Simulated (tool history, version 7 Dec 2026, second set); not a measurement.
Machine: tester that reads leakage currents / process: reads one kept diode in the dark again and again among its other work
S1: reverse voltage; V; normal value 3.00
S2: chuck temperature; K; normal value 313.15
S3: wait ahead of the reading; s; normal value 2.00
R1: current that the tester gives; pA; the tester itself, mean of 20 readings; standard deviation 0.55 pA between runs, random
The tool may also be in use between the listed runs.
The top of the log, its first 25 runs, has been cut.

Run 26, hour 3786.4: usual settings but S2 303.15 K. Result: R1 90.42 pA.
Run 27, hour 3964.2: usual settings but S2 303.15 K. Result: R1 90.75 pA.
Run 28, hour 4116.1: usual settings but S1 1.20 V, S2 303.15 K, S3 6.12 s. Result: R1 68.07 pA.
Run 29, hour 4299.7: usual settings but S1 18.90 V, S2 318.15 K, S3 6.24 s. Result: R1 449.85 pA.
Run 30, hour 4518.6: usual settings but S1 18.90 V, S2 318.15 K, S3 6.24 s. Result: R1 450.25 pA.
Run 31, hour 4714.7: usual settings but S1 18.90 V, S2 318.15 K, S3 6.24 s. Result: R1 449.20 pA.
At hour 4878.4: chuck's temperature calibrated.
Run 32, hour 4907.5: usual settings but S1 18.90 V, S2 318.15 K, S3 6.24 s. Result: R1 449.78 pA.
Run 33, hour 5052.1: usual settings but S1 18.90 V, S2 327.15 K, S3 9.39 s. Result: R1 795.06 pA.
Run 34, hour 5251.7: usual settings but S1 1.03 V. Result: R1 130.76 pA.
Run 35, hour 5348.7: usual settings but S1 3.69 V, S3 4.61 s. Result: R1 192.89 pA.
Run 36, hour 5496.8: usual settings but S1 1.95 V, S2 316.15 K. Result: R1 194.78 pA.
Run 37, hour 5675.0: usual settings but S2 298.15 K, S3 0.31 s. Result: R1 63.39 pA.
Run 38, hour 5892.6: usual settings but S1 13.58 V, S3 2.58 s. Result: R1 289.23 pA.
Run 39, hour 6034.3: usual settings but S1 4.15 V, S3 2.58 s. Result: R1 202.08 pA.

4 ways to go on from here, each from the tool as it stands after run 39. What would each give?
Run A, hour 6128.2: usual settings but S1 1.94 V, S2 328.15 K, S3 2.47 s. Result: R1 ?.
Run B, hour 6128.2: usual settings but S1 4.15 V, S3 1.35 s. Result: R1 ?.
Run C, hour 6128.2: usual settings but S1 5.37 V, S2 317.15 K, S3 0.48 s. Result: R1 ?.
Run D, hour 6128.2: usual settings but S1 6.68 V, S2 303.15 K, S3 1.87 s. Result: R1 ?.

run      R1
  A  418.48
  B  201.42
  C  285.76
  D  115.58
With the hidden condition removed and each run's random variation left untouched, the same runs would have given:
run      R1
  A  418.90
  B  201.62
  C  286.03
  D  115.67

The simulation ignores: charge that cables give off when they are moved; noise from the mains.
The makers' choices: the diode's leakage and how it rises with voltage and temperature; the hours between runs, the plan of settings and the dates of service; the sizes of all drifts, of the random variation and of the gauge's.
